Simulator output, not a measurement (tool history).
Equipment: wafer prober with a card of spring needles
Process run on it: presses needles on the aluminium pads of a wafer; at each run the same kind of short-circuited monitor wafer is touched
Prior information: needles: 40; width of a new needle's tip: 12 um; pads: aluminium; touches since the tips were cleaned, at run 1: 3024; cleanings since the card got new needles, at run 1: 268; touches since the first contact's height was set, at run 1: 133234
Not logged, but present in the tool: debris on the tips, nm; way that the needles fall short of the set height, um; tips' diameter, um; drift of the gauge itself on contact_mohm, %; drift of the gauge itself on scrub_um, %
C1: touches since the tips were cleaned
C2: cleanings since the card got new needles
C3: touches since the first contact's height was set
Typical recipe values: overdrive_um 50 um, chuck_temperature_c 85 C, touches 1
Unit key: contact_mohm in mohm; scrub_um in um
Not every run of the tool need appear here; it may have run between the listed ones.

run 1 hour=0.0 | overdrive_um=50 chuck_temperature_c=85 touches=1 | C1=3024 C2=268 C3=133234 | contact_mohm=277 scrub_um=13.18
-- hour=2.0 tips cleaned on abrasive film
-- hour=9.6 tips cleaned on abrasive film
-- hour=19.1 tips cleaned on abrasive film
-- hour=28.6 tips cleaned on abrasive film
-- hour=38.1 tips cleaned on abrasive film
-- hour=45.7 tips cleaned on abrasive film
run 2 hour=52.5 | overdrive_um=55 chuck_temperature_c=85 touches=1 | C1=3175 C2=274 C3=157523 | contact_mohm=277 scrub_um=14.42
-- hour=54.4 tips cleaned on abrasive film
-- hour=63.9 tips cleaned on abrasive film
-- hour=71.6 tips cleaned on abrasive film
-- hour=81.1 tips cleaned on abrasive film
-- hour=88.7 tips cleaned on abrasive film
-- hour=98.2 tips cleaned on abrasive film
-- hour=106.8 tips cleaned on abrasive film
run 3 hour=106.8 | overdrive_um=50 chuck_temperature_c=118 touches=1 | C1=0 C2=281 C3=182638 | contact_mohm=290 scrub_um=13.36
-- hour=116.3 tips cleaned on abrasive film
-- hour=125.8 tips cleaned on abrasive film
-- hour=135.3 tips cleaned on abrasive film
-- hour=144.8 tips cleaned on abrasive film
-- hour=154.3 tips cleaned on abrasive film
-- hour=163.8 tips cleaned on abrasive film
-- hour=171.4 tips cleaned on abrasive film
run 4 hour=171.6 | overdrive_um=50 chuck_temperature_c=118 touches=1 | C1=110 C2=288 C3=212660 | contact_mohm=289 scrub_um=13.21
-- hour=179.2 tips cleaned on abrasive film
-- hour=188.7 tips cleaned on abrasive film
-- hour=196.3 tips cleaned on abrasive film
-- hour=205.8 tips cleaned on abrasive film
-- hour=215.3 tips cleaned on abrasive film
-- hour=224.8 tips cleaned on abrasive film
run 5 hour=227.4 | overdrive_um=50 chuck_temperature_c=118 touches=1 | C1=1198 C2=294 C3=238496 | contact_mohm=290 scrub_um=13.21
-- hour=233.1 tips cleaned on abrasive film
-- hour=242.6 tips cleaned on abrasive film
-- hour=248.5 height of the first contact set anew
-- hour=252.4 tips cleaned on abrasive film
-- hour=261.9 tips cleaned on abrasive film
-- hour=269.5 tips cleaned on abrasive film
-- hour=279.0 tips cleaned on abrasive film
-- hour=288.5 tips cleaned on abrasive film
run 6 hour=292.2 | overdrive_um=50 chuck_temperature_c=118 touches=1 | C1=1754 C2=301 C3=20229 | contact_mohm=292 scrub_um=13.16
-- hour=298.0 tips cleaned on abrasive film
-- hour=307.5 tips cleaned on abrasive film
-- hour=317.0 tips cleaned on abrasive film
-- hour=326.5 tips cleaned on abrasive film
-- hour=334.1 tips cleaned on abrasive film
-- hour=343.6 tips cleaned on abrasive film
-- hour=351.2 tips cleaned on abrasive film
-- hour=360.7 tips cleaned on abrasive film
run 7 hour=365.1 | overdrive_um=50 chuck_temperature_c=85 touches=2 | C1=2058 C2=309 C3=53959 | contact_mohm=282 scrub_um=13.19
-- hour=368.9 tips cleaned on abrasive film
-- hour=376.5 tips cleaned on abrasive film
-- hour=386.0 tips cleaned on abrasive film
-- hour=395.5 tips cleaned on abrasive film
-- hour=405.0 tips cleaned on abrasive film
run 8 hour=408.9 | overdrive_um=61 chuck_temperature_c=85 touches=1 | C1=1831 C2=314 C3=74265 | contact_mohm=278 scrub_um=16.18
-- hour=412.8 tips cleaned on abrasive film
-- hour=422.3 tips cleaned on abrasive film
-- hour=431.8 tips cleaned on abrasive film
-- hour=441.3 tips cleaned on abrasive film
run 9 hour=446.4 | overdrive_um=61 chuck_temperature_c=85 touches=1 | C1=2411 C2=318 C3=91628 | contact_mohm=278 scrub_um=16.11
-- hour=450.3 tips cleaned on abrasive film
-- hour=459.8 tips cleaned on abrasive film
-- hour=469.3 tips cleaned on abrasive film
-- hour=478.8 tips cleaned on abrasive film
-- hour=486.4 tips cleaned on abrasive film
run 10 hour=492.7 | overdrive_um=61 chuck_temperature_c=85 touches=1 | C1=2956 C2=323 C3=113059 | contact_mohm=281 scrub_um=16.07
-- hour=494.7 tips cleaned on abrasive film
-- hour=504.2 tips cleaned on abrasive film
-- hour=511.8 tips cleaned on abrasive film
-- hour=521.3 tips cleaned on abrasive film
-- hour=530.8 tips cleaned on abrasive film
-- hour=540.3 tips cleaned on abrasive film
-- hour=549.7 tips cleaned on abrasive film
-- hour=557.4 tips cleaned on abrasive film
-- hour=566.9 tips cleaned on abrasive film
run 11 hour=568.1 | overdrive_um=67 chuck_temperature_c=85 touches=1 | C1=563 C2=332 C3=147935 | contact_mohm=279 scrub_um=17.80
-- hour=575.7 tips cleaned on abrasive film
-- hour=585.2 tips cleaned on abrasive film
-- hour=594.7 tips cleaned on abrasive film
-- hour=602.3 tips cleaned on abrasive film
-- hour=611.8 tips cleaned on abrasive film
-- hour=619.4 tips cleaned on abrasive film
run 12 hour=619.7 | overdrive_um=50 chuck_temperature_c=107 touches=1 | C1=125 C2=338 C3=171815 | contact_mohm=290 scrub_um=13.17
-- hour=627.3 tips cleaned on abrasive film
-- hour=636.8 tips cleaned on abrasive film
-- hour=646.3 tips cleaned on abrasive film
-- hour=653.9 tips cleaned on abrasive film
run 13 hour=655.3 | overdrive_um=50 chuck_temperature_c=107 touches=1 | C1=674 C2=342 C3=188326 | contact_mohm=289 scrub_um=13.17
-- hour=662.9 tips cleaned on abrasive film
-- hour=672.4 tips cleaned on abrasive film
-- hour=681.9 tips cleaned on abrasive film
-- hour=689.5 tips cleaned on abrasive film
-- hour=697.8 tips cleaned on abrasive film
run 14 hour=697.8 | overdrive_um=53 chuck_temperature_c=110 touches=1 | C1=0 C2=347 C3=207970 | contact_mohm=288 scrub_um=14.00
-- hour=707.2 tips cleaned on abrasive film
-- hour=716.7 tips cleaned on abrasive film
-- hour=726.2 tips cleaned on abrasive film
-- hour=735.7 tips cleaned on abrasive film
run 15 hour=737.6 | overdrive_um=50 chuck_temperature_c=60 touches=3 | C1=888 C2=351 C3=226452 | contact_mohm=277 scrub_um=13.03
-- hour=743.3 tips cleaned on abrasive film
-- hour=752.8 tips cleaned on abrasive film
-- hour=760.5 tips cleaned on abrasive film
-- hour=769.9 tips cleaned on abrasive film
-- hour=779.4 tips cleaned on abrasive film
run 16 hour=782.2 | overdrive_um=42 chuck_temperature_c=110 touches=2 | C1=1305 C2=356 C3=247105 | contact_mohm=292 scrub_um=11.16
-- hour=784.4 height of the first contact set anew
-- hour=788.3 tips cleaned on abrasive film
-- hour=797.8 tips cleaned on abrasive film
-- hour=805.4 tips cleaned on abrasive film
-- hour=814.9 tips cleaned on abrasive film
-- hour=824.4 tips cleaned on abrasive film
-- hour=833.9 tips cleaned on abrasive film
-- hour=842.1 tips cleaned on abrasive film
run 17 hour=842.1 | overdrive_um=42 chuck_temperature_c=110 touches=2 | C1=0 C2=363 C3=26666 | contact_mohm=285 scrub_um=11.10
-- hour=849.7 tips cleaned on abrasive film
-- hour=859.2 tips cleaned on abrasive film
-- hour=868.7 tips cleaned on abrasive film
-- hour=878.2 tips cleaned on abrasive film
-- hour=887.6 tips cleaned on abrasive film
run 18 hour=889.9 | overdrive_um=50 chuck_temperature_c=35 touches=2 | C1=1043 C2=368 C3=48825 | contact_mohm=267 scrub_um=13.18
-- hour=895.6 tips cleaned on abrasive film
-- hour=905.1 tips cleaned on abrasive film
-- hour=914.6 tips cleaned on abrasive film
-- hour=924.1 tips cleaned on abrasive film
-- hour=931.7 tips cleaned on abrasive film
-- hour=941.2 tips cleaned on abrasive film
-- hour=948.8 tips cleaned on abrasive film
-- hour=958.3 tips cleaned on abrasive film
run 19 hour=961.1 | overdrive_um=49 chuck_temperature_c=87 touches=1 | C1=1290 C2=376 C3=81786 | contact_mohm=278 scrub_um=12.95
-- hour=966.8 tips cleaned on abrasive film
-- hour=974.4 tips cleaned on abrasive film
-- hour=982.0 tips cleaned on abrasive film
-- hour=991.5 tips cleaned on abrasive film
-- hour=1001.0 tips cleaned on abrasive film
-- hour=1010.5 tips cleaned on abrasive film
run 20 hour=1011.8 | overdrive_um=35 chuck_temperature_c=85 touches=1 | C1=601 C2=382 C3=105263 | contact_mohm=289 scrub_um=9.20
-- hour=1019.4 tips cleaned on abrasive film
-- hour=1028.9 tips cleaned on abrasive film
-- hour=1036.5 tips cleaned on abrasive film
-- hour=1046.0 tips cleaned on abrasive film
-- hour=1055.5 tips cleaned on abrasive film
-- hour=1065.0 tips cleaned on abrasive film
run 21 hour=1066.7 | overdrive_um=30 chuck_temperature_c=49 touches=2 | C1=818 C2=388 C3=130715 | contact_mohm=280 scrub_um=7.95
-- hour=1074.4 tips cleaned on abrasive film
-- hour=1082.0 tips cleaned on abrasive film
-- hour=1091.5 tips cleaned on abrasive film
-- hour=1101.0 tips cleaned on abrasive film
-- hour=1110.5 tips cleaned on abrasive film
-- hour=1120.0 tips cleaned on abrasive film
-- hour=1127.6 tips cleaned on abrasive film
-- hour=1137.1 tips cleaned on abrasive film
run 22 hour=1141.1 | overdrive_um=30 chuck_temperature_c=49 touches=2 | C1=1902 C2=396 C3=165169 | contact_mohm=274 scrub_um=7.93

5 options for the next run, each taken on its own from the tool as it stands now. Forecast them:
-- hour=1145.0 tips cleaned on abrasive film
-- hour=1152.6 tips cleaned on abrasive film
-- hour=1162.1 tips cleaned on abrasive film
-- hour=1169.7 tips cleaned on abrasive film
run A hour=1174.8 | overdrive_um=30 chuck_temperature_c=49 touches=1 | C1=2361 C2=400 C3=180732 | contact_mohm=? scrub_um=?
-- hour=1145.0 tips cleaned on abrasive film
-- hour=1152.6 tips cleaned on abrasive film
-- hour=1162.1 tips cleaned on abrasive film
-- hour=1169.7 tips cleaned on abrasive film
run B hour=1174.8 | overdrive_um=64 chuck_temperature_c=41 touches=1 | C1=2361 C2=400 C3=180732 | contact_mohm=? scrub_um=?
-- hour=1145.0 tips cleaned on abrasive film
-- hour=1152.6 tips cleaned on abrasive film
-- hour=1162.1 tips cleaned on abrasive film
-- hour=1169.7 tips cleaned on abrasive film
run C hour=1174.8 | overdrive_um=56 chuck_temperature_c=61 touches=2 | C1=2361 C2=400 C3=180732 | contact_mohm=? scrub_um=?
-- hour=1145.0 tips cleaned on abrasive film
-- hour=1152.6 tips cleaned on abrasive film
-- hour=1162.1 tips cleaned on abrasive film
-- hour=1169.7 tips cleaned on abrasive film
run D hour=1174.8 | overdrive_um=61 chuck_temperature_c=30 touches=3 | C1=2361 C2=400 C3=180732 | contact_mohm=? scrub_um=?
-- hour=1145.0 tips cleaned on abrasive film
-- hour=1152.6 tips cleaned on abrasive film
-- hour=1162.1 tips cleaned on abrasive film
-- hour=1169.7 tips cleaned on abrasive film
run E hour=1174.8 | overdrive_um=30 chuck_temperature_c=49 touches=2 | C1=2361 C2=400 C3=180732 | contact_mohm=? scrub_um=?

run=A contact_mohm=279 scrub_um=7.85
run=B contact_mohm=264 scrub_um=16.90
run=C contact_mohm=275 scrub_um=14.80
run=D contact_mohm=261 scrub_um=16.13
run=E contact_mohm=283 scrub_um=7.94
Stripped of hidden state, with their random variation kept, the same runs would have yielded:
run=A contact_mohm=278 scrub_um=7.86
run=B contact_mohm=264 scrub_um=16.91
run=C contact_mohm=274 scrub_um=14.81
run=D contact_mohm=261 scrub_um=16.14
run=E contact_mohm=283 scrub_um=7.95
